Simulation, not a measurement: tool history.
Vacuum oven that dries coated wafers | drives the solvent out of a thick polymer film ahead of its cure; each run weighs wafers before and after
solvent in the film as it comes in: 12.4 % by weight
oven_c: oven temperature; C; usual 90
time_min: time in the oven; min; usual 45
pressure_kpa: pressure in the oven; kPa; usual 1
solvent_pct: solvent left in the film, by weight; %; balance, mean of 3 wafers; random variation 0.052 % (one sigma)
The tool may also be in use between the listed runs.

{"run": 1, "hour": 0.0, "oven_c": 90, "time_min": 45, "pressure_kpa": 1, "solvent_pct": 1.2}
{"run": 2, "hour": 29.0, "oven_c": 90, "time_min": 45, "pressure_kpa": 1, "solvent_pct": 1.24}
{"run": 3, "hour": 67.7, "oven_c": 90, "time_min": 45, "pressure_kpa": 1, "solvent_pct": 1.31}
{"run": 4, "hour": 115.3, "oven_c": 81, "time_min": 45, "pressure_kpa": 1, "solvent_pct": 2.93}
{"run": 5, "hour": 145.2, "oven_c": 90, "time_min": 22, "pressure_kpa": 1, "solvent_pct": 3.18}
{"run": 6, "hour": 191.0, "oven_c": 90, "time_min": 22, "pressure_kpa": 1, "solvent_pct": 3.15}
{"run": 7, "hour": 235.3, "oven_c": 90, "time_min": 22, "pressure_kpa": 1, "solvent_pct": 3.13}
{"run": 8, "hour": 263.0, "oven_c": 90, "time_min": 46, "pressure_kpa": 1, "solvent_pct": 1.2}
{"run": 9, "hour": 318.4, "oven_c": 91, "time_min": 45, "pressure_kpa": 1.93, "solvent_pct": 1.76}
{"run": 10, "hour": 343.5, "oven_c": 90, "time_min": 36, "pressure_kpa": 1, "solvent_pct": 1.76}
{"run": 11, "hour": 390.9, "oven_c": 90, "time_min": 45, "pressure_kpa": 2.62, "solvent_pct": 2.26}
{"run": 12, "hour": 422.5, "oven_c": 83, "time_min": 45, "pressure_kpa": 0.63, "solvent_pct": 2.32}
{"run": 13, "hour": 455.1, "oven_c": 84, "time_min": 34, "pressure_kpa": 0.58, "solvent_pct": 2.85}
{"run": 14, "hour": 509.0, "oven_c": 103, "time_min": 45, "pressure_kpa": 1, "solvent_pct": 0.4}
{"run": 15, "hour": 547.4, "oven_c": 90, "time_min": 60, "pressure_kpa": 3.55, "solvent_pct": 2.55}
{"run": 16, "hour": 600.1, "oven_c": 97, "time_min": 30, "pressure_kpa": 3.55, "solvent_pct": 2.18}

3 ways to go on from here, each from the tool as it stands after run 16. What would each give?
{"run": "A", "hour": 654.0, "oven_c": 96, "time_min": 30, "pressure_kpa": 3.3, "solvent_pct": "?"}
{"run": "B", "hour": 654.0, "oven_c": 75, "time_min": 74, "pressure_kpa": 3.23, "solvent_pct": "?"}
{"run": "C", "hour": 654.0, "oven_c": 97, "time_min": 28, "pressure_kpa": 3.55, "solvent_pct": "?"}

run=A solvent_pct=2.29
run=B solvent_pct=5.15
run=C solvent_pct=2.47
Without the tool's hidden state the same runs would have given:
run=A solvent_pct=2.39
run=B solvent_pct=5.31
run=C solvent_pct=2.58
